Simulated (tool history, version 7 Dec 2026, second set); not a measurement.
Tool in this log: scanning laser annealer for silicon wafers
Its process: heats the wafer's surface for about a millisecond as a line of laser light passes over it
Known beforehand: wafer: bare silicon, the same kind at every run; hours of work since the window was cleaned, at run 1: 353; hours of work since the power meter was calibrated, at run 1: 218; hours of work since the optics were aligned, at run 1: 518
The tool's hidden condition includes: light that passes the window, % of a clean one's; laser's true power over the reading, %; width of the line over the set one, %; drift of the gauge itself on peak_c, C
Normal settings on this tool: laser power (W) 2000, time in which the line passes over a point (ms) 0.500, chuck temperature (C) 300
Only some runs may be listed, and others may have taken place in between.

run,hour,laser power (W),time in which the line passes over a point (ms),chuck temperature (C),hours of work since the window was cleaned,hours of work since the power meter was calibrated,hours of work since the optics were aligned,highest temperature of the surface (C)
1,0.0,2000,0.500,300,353,218,518,1077
2,9.0,2000,0.500,293,359,224,524,1068
3,14.2,2000,0.500,300,362,228,527,1073
4,20.0,2195,0.500,300,366,232,531,1143
5,30.4,2195,0.500,300,373,239,538,1146
6,40.3,2195,0.500,300,380,246,545,1142
7,50.4,2195,0.500,300,387,253,552,1141
8,55.9,2011,0.500,300,391,256,556,1080
9,66.9,2011,0.500,300,398,264,563,1078
10,74.4,2011,0.500,300,403,269,568,1076
11,81.7,2011,0.500,300,408,274,573,1078
12,86.4,2011,0.500,300,411,277,576,1080
13,91.6,2011,0.500,300,415,281,580,1078
14,99.4,2011,0.500,323,420,286,585,1102
15,105.3,2011,0.500,323,424,290,589,1100
16,114.9,2011,0.500,323,431,296,596,1099
17,119.5,2000,0.500,300,434,300,599,1071
18,126.4,1931,0.500,300,438,304,604,1045
19,137.5,1916,0.500,300,446,312,611,1038
20,146.2,1916,0.500,300,452,318,617,1043
21,151.8,2093,0.613,300,456,321,621,1200
22,156.8,2052,0.351,270,459,325,624,911
23,165.8,2052,0.351,270,465,331,630,916
24,175.5,2000,0.551,262,472,338,637,1077
25,181.8,2000,0.551,262,476,342,641,1075
26,192.1,2000,0.500,293,483,349,648,1061
27,202.6,2000,0.385,317,490,356,655,980
28,209.1,2114,0.351,322,495,360,660,981
29,219.0,2114,0.351,322,501,367,667,984
30,228.0,2114,0.469,312,507,373,673,1098
31,234.1,2114,0.443,280,512,377,677,1033
32,241.7,2090,0.415,299,517,383,682,1019
33,249.1,2073,0.415,299,522,388,687,1014
34,256.4,2102,0.370,270,527,393,692,948
35,265.1,2102,0.370,270,533,398,698,944
36,276.5,1925,0.528,270,540,406,706,1036
37,282.9,1925,0.528,270,545,410,710,1032
38,289.3,1925,0.528,270,549,415,714,1034

Difference, measured minus no-hidden-state, one row per run. Run-to-run variation is common to both terms; the gauge's own scatter need not be:
run,highest temperature of the surface (C)
1,-22
2,-22
3,-23
4,-25
5,-25
6,-25
7,-25
8,-23
9,-23
10,-25
11,-25
12,-24
13,-25
14,-25
15,-26
16,-25
17,-26
18,-25
19,-25
20,-25
21,-31
22,-23
23,-22
24,-29
25,-29
26,-28
27,-24
28,-24
29,-25
30,-29
31,-28
32,-28
33,-27
34,-26
35,-27
36,-30
37,-31
38,-31
